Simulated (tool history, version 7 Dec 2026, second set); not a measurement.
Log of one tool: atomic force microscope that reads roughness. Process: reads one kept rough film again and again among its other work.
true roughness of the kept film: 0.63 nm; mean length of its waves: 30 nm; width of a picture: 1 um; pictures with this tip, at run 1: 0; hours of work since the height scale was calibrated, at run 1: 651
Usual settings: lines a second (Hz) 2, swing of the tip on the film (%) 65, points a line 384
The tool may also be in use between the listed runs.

run   hour  lines a second (Hz)  swing of the tip on the film (%)  points a line  pictures with this tip  hours of work since the height scale was calibrated  roughness of the kept film (nm (root mean square))
  1      0                    2                                65            384                       0                                                  651                                               0.585
  2   16.8                    2                                65            384                      25                                                  662                                               0.585
  3   36.5                    2                                88            384                      53                                                  675                                               0.528
  4   55.8                    2                                88            384                      81                                                  688                                               0.532
  5   72.7                    2                                65            384                     105                                                  699                                               0.585
  6   90.7                 2.98                                65            384                     131                                                  710                                               0.576
  7  116.8                 2.98                                65            384                     169                                                  727                                               0.574
  8  131.3                 2.98                                65            662                     190                                                  737                                               0.576
  9  157.2                 2.98                                65            662                     227                                                  754                                               0.577
 10  173.7                 2.98                                65            662                     251                                                  764                                               0.576
 11  198.6                    2                                65            384                     286                                                  781                                               0.588
 12  221.6                    2                                65            384                     320                                                  796                                               0.587
     243.8  -- new tip fitted
 13  243.8                 0.68                                65            384                       0                                                  810                                               0.604
 14    262                 0.68                                65            384                      26                                                  822                                               0.602
 15  291.2                 1.52                                65            384                      68                                                  841                                               0.593
 16  322.4                    2                                65            354                     113                                                  861                                               0.586
 17  339.6                    2                                65            354                     138                                                  872                                               0.586
 18    370                    2                                65            384                     182                                                  892                                               0.589
 19  397.2                    2                                59            749                     221                                                  910                                               0.597
 20  424.3                    2                                59            749                     260                                                  927                                               0.596
 21  452.3                 1.71                                70            381                     300                                                  946                                                0.58
 22  468.5                 1.71                                70            381                     324                                                  956                                                0.58
 23  486.9                 2.86                                69            678                     350                                                  968                                               0.568
     489.8  -- new tip fitted
 24  513.8                 2.86                                69            678                      35                                                  985                                               0.573
 25  534.5                 0.83                                60            522                      65                                                  999                                               0.603
 26  554.6                 1.46                                82            368                      94                                                 1012                                               0.567
 27  568.8                 0.51                                56            368                     114                                                 1021                                               0.608
 28  584.6                 2.93                                73            514                     137                                                 1032                                               0.558
 29    615                 2.93                                73            514                     181                                                 1051                                               0.557
 30    634                    2                                65            384                     208                                                 1064                                               0.585
 31  657.3                 3.68                                70            355                     242                                                 1079                                               0.549
 32  689.5                 3.68                                74            355                     288                                                 1100                                               0.536
 33  718.7                    2                                55            779                     330                                                 1119                                               0.605
     734.2  -- new tip fitted
 34  737.1                 0.51                                68            319                       4                                                 1131                                                 0.6
 35  753.5                 0.51                                68            319                      28                                                 1141                                               0.601

How the hidden state differs across the entries between the runs, from the last listed run before each to the first after it:
Between runs 12 and 13: new tip fitted (hour 243.8)
  radius of the tip, nm: 7.4 -> 7
Between runs 23 and 24: new tip fitted (hour 489.8)
  radius of the tip, nm: 7.5 -> 7
Between runs 33 and 34: new tip fitted (hour 734.2)
  radius of the tip, nm: 7.4 -> 7
